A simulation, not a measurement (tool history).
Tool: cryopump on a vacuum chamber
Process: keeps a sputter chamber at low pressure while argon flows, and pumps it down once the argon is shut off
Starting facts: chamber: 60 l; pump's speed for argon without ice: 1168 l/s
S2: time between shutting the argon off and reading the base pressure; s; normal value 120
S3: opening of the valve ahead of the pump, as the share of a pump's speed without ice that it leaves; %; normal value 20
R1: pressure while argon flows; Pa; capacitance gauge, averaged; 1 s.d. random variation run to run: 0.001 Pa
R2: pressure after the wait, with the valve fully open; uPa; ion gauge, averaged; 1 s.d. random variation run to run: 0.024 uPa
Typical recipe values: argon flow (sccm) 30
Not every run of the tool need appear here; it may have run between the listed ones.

Run 1, hour 0.0: usual settings. Result: R1 0.2194 Pa, R2 1.09 uPa.
Run 2, hour 52.3: usual settings. Result: R1 0.2196 Pa, R2 1.05 uPa.
Run 3, hour 84.6: usual settings but S2 234 s. Result: R1 0.2190 Pa, R2 0.80 uPa.
Run 4, hour 128.7: usual settings but S2 234 s. Result: R1 0.2216 Pa, R2 0.84 uPa.
Run 5, hour 175.9: usual settings but S2 234 s. Result: R1 0.2213 Pa, R2 0.81 uPa.
Run 6, hour 214.1: usual settings. Result: R1 0.2235 Pa, R2 1.14 uPa.
Run 7, hour 264.3: usual settings. Result: R1 0.2226 Pa, R2 1.12 uPa.
Run 8, hour 291.8: usual settings. Result: R1 0.2202 Pa, R2 1.13 uPa.
Run 9, hour 321.9: usual settings. Result: R1 0.2233 Pa, R2 1.16 uPa.
Run 10, hour 344.8: usual settings. Result: R1 0.2216 Pa, R2 1.15 uPa.
Run 11, hour 375.4: usual settings. Result: R1 0.2244 Pa, R2 1.17 uPa.
Run 12, hour 409.2: usual settings. Result: R1 0.2234 Pa, R2 1.15 uPa.
Run 13, hour 458.8: usual settings. Result: R1 0.2225 Pa, R2 1.20 uPa.
Run 14, hour 496.4: usual settings. Result: R1 0.2227 Pa, R2 1.17 uPa.
Run 15, hour 531.9: usual settings. Result: R1 0.2239 Pa, R2 1.19 uPa.
Run 16, hour 558.2: usual settings. Result: R1 0.2239 Pa, R2 1.22 uPa.
Run 17, hour 603.7: usual settings. Result: R1 0.2237 Pa, R2 1.20 uPa.
Run 18, hour 635.9: usual settings but argon flow (sccm) 13, S2 139 s, S3 33 %. Result: R1 0.0601 Pa, R2 1.12 uPa.
Run 19, hour 665.9: usual settings but argon flow (sccm) 19, S2 117 s, S3 57 %. Result: R1 0.0528 Pa, R2 1.25 uPa.
Run 20, hour 698.4: usual settings but argon flow (sccm) 48, S2 117 s, S3 29 %. Result: R1 0.2532 Pa, R2 1.25 uPa.
Run 21, hour 728.8: usual settings but argon flow (sccm) 48, S2 117 s, S3 29 %. Result: R1 0.2517 Pa, R2 1.30 uPa.
Run 22, hour 773.6: usual settings but argon flow (sccm) 48, S2 103 s, S3 29 %. Result: R1 0.2540 Pa, R2 1.35 uPa.
Run 23, hour 796.3: usual settings but argon flow (sccm) 41, S2 54 s, S3 35 %. Result: R1 0.1840 Pa, R2 1.97 uPa.
Run 24, hour 840.8: usual settings but S2 82 s. Result: R1 0.2263 Pa, R2 1.56 uPa.
Run 25, hour 880.0: usual settings but S2 107 s, S3 38 %. Result: R1 0.1229 Pa, R2 1.34 uPa.
Run 26, hour 909.3: usual settings but argon flow (sccm) 48. Result: R1 0.3642 Pa, R2 1.27 uPa.
Run 27, hour 948.2: usual settings but argon flow (sccm) 14, S2 91 s, S3 25 %. Result: R1 0.0857 Pa, R2 1.46 uPa.
Run 28, hour 1001.5: usual settings but argon flow (sccm) 14, S2 124 s, S3 25 %. Result: R1 0.0857 Pa, R2 1.27 uPa.
Run 29, hour 1047.2: usual settings but argon flow (sccm) 22, S2 154 s, S3 43 %. Result: R1 0.0826 Pa, R2 1.18 uPa.
Run 30, hour 1084.1: usual settings but argon flow (sccm) 22, S2 154 s, S3 43 %. Result: R1 0.0831 Pa, R2 1.20 uPa.
Run 31, hour 1119.7: usual settings but argon flow (sccm) 22, S2 154 s, S3 43 %. Result: R1 0.0824 Pa, R2 1.17 uPa.
Run 32, hour 1169.1: usual settings but argon flow (sccm) 22, S2 154 s, S3 43 %. Result: R1 0.0831 Pa, R2 1.19 uPa.
At hour 1176.8: pump warmed up, emptied and cooled again.
Run 33, hour 1213.0: usual settings but argon flow (sccm) 22, S2 154 s, S3 43 %. Result: R1 0.0744 Pa, R2 1.06 uPa.
Run 34, hour 1242.9: usual settings but argon flow (sccm) 22, S2 154 s, S3 43 %. Result: R1 0.0748 Pa, R2 1.12 uPa.

For each run, the measured value with the value that run would have given without the tool's hidden condition subtracted. The run-to-run variation is shared by both, the gauge scatter possibly not:
The hidden state here: pump's speed, % of a pump's without ice; cold plate's temperature, K; leak into the chamber, uPa l/s; drift of the gauge itself on working_pa, %; drift of the gauge itself on base_upa, %.
run       R1     R2
  1  +0.0034  +0.21
  2  +0.0037  +0.23
  3  +0.0039  +0.23
  4  +0.0042  +0.25
  5  +0.0045  +0.26
  6  +0.0047  +0.27
  7  +0.0052  +0.28
  8  +0.0053  +0.28
  9  +0.0055  +0.29
 10  +0.0056  +0.30
 11  +0.0059  +0.31
 12  +0.0061  +0.31
 13  +0.0064  +0.32
 14  +0.0067  +0.33
 15  +0.0070  +0.34
 16  +0.0071  +0.35
 17  +0.0075  +0.35
 18  +0.0034  +0.36
 19  +0.0051  +0.37
 20  +0.0132  +0.38
 21  +0.0135  +0.39
 22  +0.0141  +0.40
 23  +0.0124  +0.40
 24  +0.0093  +0.42
 25  +0.0096  +0.41
 26  +0.0158  +0.43
 27  +0.0048  +0.44
 28  +0.0050  +0.45
 29  +0.0081  +0.47
 30  +0.0084  +0.47
 31  +0.0086  +0.49
 32  +0.0089  +0.51
 33  +0.0007  +0.35
 34  +0.0009  +0.37
